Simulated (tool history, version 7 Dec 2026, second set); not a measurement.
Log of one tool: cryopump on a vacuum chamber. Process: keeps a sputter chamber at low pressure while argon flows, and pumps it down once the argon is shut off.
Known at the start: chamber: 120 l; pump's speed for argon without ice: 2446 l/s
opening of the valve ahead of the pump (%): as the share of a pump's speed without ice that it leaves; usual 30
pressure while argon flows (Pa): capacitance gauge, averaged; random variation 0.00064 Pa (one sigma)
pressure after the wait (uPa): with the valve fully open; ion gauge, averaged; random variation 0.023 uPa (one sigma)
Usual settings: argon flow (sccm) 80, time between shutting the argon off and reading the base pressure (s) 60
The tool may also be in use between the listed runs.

run,hour,argon flow (sccm),time between shutting the argon off and reading the base pressure (s),opening of the valve ahead of the pump (%),pressure while argon flows (Pa),pressure after the wait (uPa)
1,0.0,80,60,30,0.1850,2.02
2,13.9,80,60,30,0.1850,2.06
3,29.4,80,60,30,0.1847,1.96
4,43.6,80,60,30,0.1857,2.07
5,56.4,80,60,30,0.1854,1.94
6,72.4,80,60,30,0.1858,2.02
7,86.6,80,60,30,0.1863,2.11
8,101.0,80,142,30,0.1874,1.71
9,111.5,80,142,26,0.2157,1.73
10,130.0,80,142,26,0.2145,1.78
11,138.4,80,60,30,0.1871,2.08
12,153.2,80,60,30,0.1866,2.16
13,161.7,80,60,30,0.1876,2.17
14,178.1,70,192,26,0.1886,1.69
15,195.1,80,20,46,0.1241,3.32
16,208.2,80,91,45,0.1261,1.98
17,217.5,128,60,39,0.2319,2.26
18,228.0,44,99,39,0.0797,2.01
19,238.3,80,37,16,0.3492,2.69
20,246.9,80,37,16,0.3491,2.66
21,256.3,54,31,50,0.0764,2.83
22,272.1,80,22,30,0.1881,3.33
23,280.1,49,292,34,0.1017,1.78
24,288.8,80,196,31,0.1834,1.85
25,303.0,78,60,30,0.1835,2.29

Forecast each of these 4 alternatives for the next run:
A,313.5,57,41,43,?,?
B,313.5,78,60,28,?,?
C,313.5,82,60,32,?,?
D,313.5,138,71,47,?,?

run,pressure while argon flows (Pa),pressure after the wait (uPa)
A,0.0945,2.59
B,0.1962,2.33
C,0.1810,2.29
D,0.2113,2.26
Without the tool's hidden state the same runs would have given:
run,pressure while argon flows (Pa),pressure after the wait (uPa)
A,0.0913,1.04
B,0.1920,0.75
C,0.1765,0.73
D,0.2037,0.69

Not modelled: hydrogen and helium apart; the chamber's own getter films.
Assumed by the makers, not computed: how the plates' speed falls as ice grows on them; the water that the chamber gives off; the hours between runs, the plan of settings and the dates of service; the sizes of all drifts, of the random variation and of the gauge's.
